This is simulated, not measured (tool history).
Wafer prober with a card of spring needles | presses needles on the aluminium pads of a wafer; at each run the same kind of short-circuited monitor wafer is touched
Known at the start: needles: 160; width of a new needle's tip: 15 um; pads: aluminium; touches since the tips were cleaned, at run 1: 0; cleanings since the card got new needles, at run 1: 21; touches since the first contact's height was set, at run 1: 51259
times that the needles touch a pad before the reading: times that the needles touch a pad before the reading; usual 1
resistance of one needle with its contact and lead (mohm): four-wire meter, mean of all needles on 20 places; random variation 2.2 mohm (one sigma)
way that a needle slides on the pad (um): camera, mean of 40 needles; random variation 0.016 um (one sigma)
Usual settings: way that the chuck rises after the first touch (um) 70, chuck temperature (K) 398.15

run,hour,way that the chuck rises after the first touch (um),chuck temperature (K),times that the needles touch a pad before the reading,touches since the tips were cleaned,cleanings since the card got new needles,touches since the first contact's height was set,resistance of one needle with its contact and lead (mohm),way that a needle slides on the pad (um)
1,0.0,70,398.15,1,0,21,51259,250,10.29
2,11.7,70,398.15,1,4558,21,55817,248,10.32
# hour 15.6: tips cleaned on abrasive film
3,25.9,73,398.15,1,3989,22,61274,247,10.80
# hour 31.1: tips cleaned on abrasive film
4,37.4,70,398.15,1,2449,23,65686,246,10.36
5,44.4,70,398.15,1,5157,23,68394,246,10.33
# hour 47.3: tips cleaned on abrasive film
6,53.2,70,305.15,1,2299,24,71804,223,10.33
# hour 63.0: tips cleaned on abrasive film
7,63.0,70,398.15,1,0,25,75556,245,10.35
8,71.1,70,398.15,2,3120,25,78676,245,10.36
# hour 78.7: tips cleaned on abrasive film
9,83.0,70,398.15,1,1668,26,83266,251,10.38
# hour 94.0: tips cleaned on abrasive film
10,96.7,70,398.15,3,1044,27,88558,252,10.36
# hour 109.7: tips cleaned on abrasive film
11,110.5,70,398.15,3,322,28,93867,248,10.39
# hour 114.5: height of the first contact set anew
12,123.2,70,398.15,3,5146,28,3388,244,10.38
# hour 125.6: tips cleaned on abrasive film
13,133.9,70,398.15,3,3199,29,7483,244,10.43
# hour 140.8: tips cleaned on abrasive film
14,140.8,70,386.15,1,0,30,10115,239,10.39
15,155.7,86,334.15,2,5797,30,15912,228,12.82
# hour 157.0: tips cleaned on abrasive film
16,166.7,87,334.15,1,3795,31,20148,227,12.94
# hour 172.2: tips cleaned on abrasive film
17,174.5,85,334.15,3,871,32,23118,229,12.61
18,181.6,59,398.15,1,3637,32,25884,250,8.77
# hour 188.3: tips cleaned on abrasive film
19,190.0,70,333.15,2,670,33,29119,228,10.44
20,198.2,70,333.15,2,3843,33,32292,230,10.42
# hour 203.7: tips cleaned on abrasive film
21,208.5,78,317.15,2,1867,34,36234,223,11.64
# hour 219.2: tips cleaned on abrasive film
22,223.4,78,317.15,2,1622,35,41980,221,11.64
23,233.6,78,317.15,2,5588,35,45946,226,11.69
# hour 234.3: tips cleaned on abrasive film
24,240.5,64,358.15,2,2410,36,48594,240,9.58
# hour 249.7: tips cleaned on abrasive film
25,249.7,70,398.15,1,0,37,52097,249,10.45
26,258.7,56,398.15,1,3523,37,55620,252,8.38

Forecast each of these 3 alternatives for the next run:
# hour 264.8: tips cleaned on abrasive film
A,273.4,56,307.15,2,3347,38,61268,?,?
# hour 264.8: tips cleaned on abrasive film
B,273.4,54,303.15,3,3347,38,61268,?,?
# hour 264.8: tips cleaned on abrasive film
C,273.4,85,398.15,1,3347,38,61268,?,?

run,resistance of one needle with its contact and lead (mohm),way that a needle slides on the pad (um)
A,226,8.37
B,225,8.10
C,249,12.74
Without the tool's hidden state the same runs would have given:
run,resistance of one needle with its contact and lead (mohm),way that a needle slides on the pad (um)
A,225,8.26
B,224,7.99
C,249,12.57
